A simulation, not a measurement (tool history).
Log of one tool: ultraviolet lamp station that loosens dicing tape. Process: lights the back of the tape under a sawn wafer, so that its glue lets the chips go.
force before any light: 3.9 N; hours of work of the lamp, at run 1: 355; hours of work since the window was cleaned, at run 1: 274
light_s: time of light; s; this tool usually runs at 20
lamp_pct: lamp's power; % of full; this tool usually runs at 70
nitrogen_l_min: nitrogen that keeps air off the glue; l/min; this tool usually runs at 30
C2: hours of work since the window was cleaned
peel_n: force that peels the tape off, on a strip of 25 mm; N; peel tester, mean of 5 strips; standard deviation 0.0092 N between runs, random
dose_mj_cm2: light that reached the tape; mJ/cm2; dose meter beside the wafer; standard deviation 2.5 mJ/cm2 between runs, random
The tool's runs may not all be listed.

run 1 hour=0.0 | light_s=20 lamp_pct=70 nitrogen_l_min=30 | hours_of_work_of_the_lamp=355 C2=274 | peel_n=0.493 dose_mj_cm2=253
run 2 hour=14.8 | light_s=20 lamp_pct=70 nitrogen_l_min=30 | hours_of_work_of_the_lamp=366 C2=284 | peel_n=0.483 dose_mj_cm2=249
run 3 hour=27.8 | light_s=20 lamp_pct=70 nitrogen_l_min=30 | hours_of_work_of_the_lamp=375 C2=293 | peel_n=0.491 dose_mj_cm2=249
run 4 hour=37.2 | light_s=20 lamp_pct=87 nitrogen_l_min=30 | hours_of_work_of_the_lamp=381 C2=300 | peel_n=0.351 dose_mj_cm2=312
run 5 hour=52.1 | light_s=20 lamp_pct=87 nitrogen_l_min=30 | hours_of_work_of_the_lamp=391 C2=310 | peel_n=0.340 dose_mj_cm2=304
run 6 hour=64.3 | light_s=20 lamp_pct=87 nitrogen_l_min=30 | hours_of_work_of_the_lamp=400 C2=319 | peel_n=0.344 dose_mj_cm2=309
run 7 hour=76.7 | light_s=20 lamp_pct=98 nitrogen_l_min=30 | hours_of_work_of_the_lamp=409 C2=327 | peel_n=0.285 dose_mj_cm2=341
run 8 hour=88.3 | light_s=20 lamp_pct=98 nitrogen_l_min=30 | hours_of_work_of_the_lamp=417 C2=335 | peel_n=0.303 dose_mj_cm2=341
run 9 hour=96.9 | light_s=20 lamp_pct=98 nitrogen_l_min=30 | hours_of_work_of_the_lamp=423 C2=341 | peel_n=0.290 dose_mj_cm2=335
run 10 hour=108.9 | light_s=20 lamp_pct=98 nitrogen_l_min=30 | hours_of_work_of_the_lamp=431 C2=350 | peel_n=0.302 dose_mj_cm2=345
run 11 hour=116.3 | light_s=20 lamp_pct=98 nitrogen_l_min=30 | hours_of_work_of_the_lamp=436 C2=355 | peel_n=0.304 dose_mj_cm2=339
run 12 hour=127.0 | light_s=20 lamp_pct=70 nitrogen_l_min=30 | hours_of_work_of_the_lamp=443 C2=362 | peel_n=0.515 dose_mj_cm2=245
run 13 hour=133.9 | light_s=20 lamp_pct=70 nitrogen_l_min=30 | hours_of_work_of_the_lamp=448 C2=367 | peel_n=0.541 dose_mj_cm2=242
run 14 hour=146.0 | light_s=20 lamp_pct=70 nitrogen_l_min=30 | hours_of_work_of_the_lamp=457 C2=375 | peel_n=0.525 dose_mj_cm2=243
run 15 hour=157.1 | light_s=20 lamp_pct=70 nitrogen_l_min=30 | hours_of_work_of_the_lamp=464 C2=383 | peel_n=0.511 dose_mj_cm2=235
run 16 hour=166.6 | light_s=20 lamp_pct=70 nitrogen_l_min=30 | hours_of_work_of_the_lamp=471 C2=390 | peel_n=0.532 dose_mj_cm2=242
run 17 hour=176.1 | light_s=35 lamp_pct=70 nitrogen_l_min=30 | hours_of_work_of_the_lamp=477 C2=396 | peel_n=0.223 dose_mj_cm2=424
run 18 hour=189.7 | light_s=20 lamp_pct=70 nitrogen_l_min=30 | hours_of_work_of_the_lamp=487 C2=406 | peel_n=0.509 dose_mj_cm2=238
run 19 hour=198.6 | light_s=20 lamp_pct=70 nitrogen_l_min=30 | hours_of_work_of_the_lamp=493 C2=412 | peel_n=0.569 dose_mj_cm2=236
run 20 hour=213.9 | light_s=20 lamp_pct=70 nitrogen_l_min=30 | hours_of_work_of_the_lamp=504 C2=422 | peel_n=0.532 dose_mj_cm2=231
run 21 hour=227.0 | light_s=20 lamp_pct=70 nitrogen_l_min=30 | hours_of_work_of_the_lamp=513 C2=431 | peel_n=0.560 dose_mj_cm2=235
run 22 hour=242.3 | light_s=32 lamp_pct=75 nitrogen_l_min=16 | hours_of_work_of_the_lamp=523 C2=442 | peel_n=0.324 dose_mj_cm2=397
run 23 hour=251.6 | light_s=10 lamp_pct=88 nitrogen_l_min=16 | hours_of_work_of_the_lamp=530 C2=449 | peel_n=1.391 dose_mj_cm2=145
run 24 hour=264.8 | light_s=10 lamp_pct=88 nitrogen_l_min=16 | hours_of_work_of_the_lamp=539 C2=458 | peel_n=1.343 dose_mj_cm2=146
run 25 hour=277.6 | light_s=20 lamp_pct=63 nitrogen_l_min=27 | hours_of_work_of_the_lamp=548 C2=467 | peel_n=0.674 dose_mj_cm2=209
run 26 hour=290.7 | light_s=20 lamp_pct=63 nitrogen_l_min=27 | hours_of_work_of_the_lamp=557 C2=476 | peel_n=0.686 dose_mj_cm2=206
run 27 hour=303.6 | light_s=36 lamp_pct=69 nitrogen_l_min=30 | hours_of_work_of_the_lamp=566 C2=485 | peel_n=0.232 dose_mj_cm2=406
run 28 hour=317.2 | light_s=18 lamp_pct=69 nitrogen_l_min=30 | hours_of_work_of_the_lamp=575 C2=494 | peel_n=0.649 dose_mj_cm2=203
run 29 hour=323.6 | light_s=18 lamp_pct=69 nitrogen_l_min=30 | hours_of_work_of_the_lamp=580 C2=498 | peel_n=0.670 dose_mj_cm2=203
run 30 hour=336.7 | light_s=18 lamp_pct=64 nitrogen_l_min=30 | hours_of_work_of_the_lamp=589 C2=507 | peel_n=0.769 dose_mj_cm2=185
run 31 hour=344.6 | light_s=22 lamp_pct=70 nitrogen_l_min=30 | hours_of_work_of_the_lamp=594 C2=513 | peel_n=0.484 dose_mj_cm2=245
run 32 hour=354.1 | light_s=29 lamp_pct=84 nitrogen_l_min=30 | hours_of_work_of_the_lamp=601 C2=520 | peel_n=0.248 dose_mj_cm2=395
run 33 hour=365.6 | light_s=29 lamp_pct=84 nitrogen_l_min=30 | hours_of_work_of_the_lamp=609 C2=528 | peel_n=0.244 dose_mj_cm2=392
run 34 hour=380.1 | light_s=40 lamp_pct=65 nitrogen_l_min=57 | hours_of_work_of_the_lamp=619 C2=538 | peel_n=0.198 dose_mj_cm2=413
run 35 hour=387.8 | light_s=19 lamp_pct=65 nitrogen_l_min=42 | hours_of_work_of_the_lamp=624 C2=543 | peel_n=0.634 dose_mj_cm2=199
-- hour=394.8 window cleaned of glue's vapour
run 36 hour=396.6 | light_s=30 lamp_pct=96 nitrogen_l_min=19 | hours_of_work_of_the_lamp=630 C2=1 | peel_n=0.222 dose_mj_cm2=496
run 37 hour=411.3 | light_s=25 lamp_pct=70 nitrogen_l_min=21 | hours_of_work_of_the_lamp=640 C2=11 | peel_n=0.441 dose_mj_cm2=301
run 38 hour=418.1 | light_s=20 lamp_pct=77 nitrogen_l_min=30 | hours_of_work_of_the_lamp=645 C2=16 | peel_n=0.444 dose_mj_cm2=265
run 39 hour=425.9 | light_s=25 lamp_pct=90 nitrogen_l_min=34 | hours_of_work_of_the_lamp=650 C2=22 | peel_n=0.242 dose_mj_cm2=381
run 40 hour=436.9 | light_s=25 lamp_pct=90 nitrogen_l_min=34 | hours_of_work_of_the_lamp=658 C2=29 | peel_n=0.242 dose_mj_cm2=383
run 41 hour=450.4 | light_s=34 lamp_pct=64 nitrogen_l_min=16 | hours_of_work_of_the_lamp=667 C2=39 | peel_n=0.378 dose_mj_cm2=367

Consider 3 possible next runs. They are alternatives, not a sequence: every one starts from the tool as it was left by run 41. What does each give?
run A hour=459.6 | light_s=34 lamp_pct=64 nitrogen_l_min=13 | hours_of_work_of_the_lamp=674 C2=45 | peel_n=? dose_mj_cm2=?
run B hour=459.6 | light_s=24 lamp_pct=69 nitrogen_l_min=32 | hours_of_work_of_the_lamp=674 C2=45 | peel_n=? dose_mj_cm2=?
run C hour=459.6 | light_s=34 lamp_pct=65 nitrogen_l_min=60 | hours_of_work_of_the_lamp=674 C2=45 | peel_n=? dose_mj_cm2=?

run=A peel_n=0.446 dose_mj_cm2=368
run=B peel_n=0.385 dose_mj_cm2=278
run=C peel_n=0.212 dose_mj_cm2=371
Without the tool's hidden state the same runs would have given:
run=A peel_n=0.325 dose_mj_cm2=450
run=B peel_n=0.279 dose_mj_cm2=340
run=C peel_n=0.184 dose_mj_cm2=454
